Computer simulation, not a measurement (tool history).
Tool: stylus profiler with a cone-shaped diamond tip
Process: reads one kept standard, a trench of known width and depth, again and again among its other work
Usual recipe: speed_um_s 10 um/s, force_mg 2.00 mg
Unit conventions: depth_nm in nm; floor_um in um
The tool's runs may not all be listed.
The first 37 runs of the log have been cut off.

run	hour	speed_um_s	force_mg	depth_nm	floor_um
38	797.3	20	3.55	204.01	97.96
39	813.2	35	1.59	202.43	97.79
40	830.1	2	1.37	202.23	98.05
41	855.3	13	1.82	202.66	98.00
42	884.8	7	5.35	205.25	98.04
43	910.2	6	3.17	203.77	98.00
44	939.5	6	3.17	203.78	98.00
45	953.0	13	2.00	202.83	97.95
46	979.0	35	1.80	202.65	97.78

Branching from run 46: 4 alternative next runs. What would each branch give?
A	999.1	13	1.80	?	?
B	999.1	2	1.80	?	?
C	999.1	3	0.88	?	?
D	999.1	6	1.80	?	?

run	depth_nm	floor_um
A	202.67	97.93
B	202.68	97.95
C	201.75	98.02
D	202.67	97.98
Take away the tool's hidden state, keep each run's random variation, and the runs would have read:
run	depth_nm	floor_um
A	202.41	98.16
B	202.41	98.18
C	201.48	98.25
D	202.40	98.21
